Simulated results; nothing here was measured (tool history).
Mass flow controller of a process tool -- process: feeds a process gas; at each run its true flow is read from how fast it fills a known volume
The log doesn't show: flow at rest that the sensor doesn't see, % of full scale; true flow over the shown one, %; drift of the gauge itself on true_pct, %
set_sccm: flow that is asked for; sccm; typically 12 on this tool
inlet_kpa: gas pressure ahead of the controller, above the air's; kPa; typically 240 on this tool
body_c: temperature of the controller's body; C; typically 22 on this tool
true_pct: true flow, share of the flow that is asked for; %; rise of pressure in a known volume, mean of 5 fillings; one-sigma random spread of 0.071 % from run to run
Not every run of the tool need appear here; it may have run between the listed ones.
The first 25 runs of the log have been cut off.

run      day  set_sccm  inlet_kpa  body_c  hours of work since the controller was set to zero  hours of work since the controller was changed  true_pct
 26  209.471        14        155      29                                                 328                                            8274     97.00
 27  222.300         2        155      25                                                 518                                            8464     96.14
 28  233.262        10        155      40                                                 680                                            8626     96.37
 29  244.642        18        208      22                                                 849                                            8794     97.25
 30  252.950        16        233      38                                                 972                                            8917     96.69
 31  260.829        16        233      23                                                1089                                            9034     97.06
 32  272.042         2        156      34                                                1255                                            9200     94.59
 33  277.458        12        230      22                                                1335                                            9280     96.92
 34  287.679        12        230      22                                                1486                                            9432     96.85
 35  297.246        14        190      24                                                1628                                            9573     96.72
 36  309.888        14        190      24                                                1815                                            9761     96.77
 37  315.742        14        190      24                                                1902                                            9847     96.66
 38  322.196         5        156      22                                                1997                                            9943     95.55
 39  327.733         5        156      22                                                2079                                           10025     95.58
 40  336.012        13        260      38                                                2202                                           10147     96.03

5 ways to go on from here, each from the tool as it stands after run 40. What would each give?
  A  341.454         3        210      38                                                2283                                           10228         ?
  B  341.454        10        240      27                                                2283                                           10228         ?
  C  341.454        17        144      34                                                2283                                           10228         ?
  D  341.454        19        241      27                                                2283                                           10228         ?
  E  341.454         6        230      37                                                2283                                           10228         ?

run  true_pct
  A     94.14
  B     96.13
  C     96.20
  D     96.80
  E     95.27
Had the tool no hidden state, the same runs would have come out as:
run  true_pct
  A     98.97
  B     99.65
  C     99.50
  D    100.06
  E     99.17
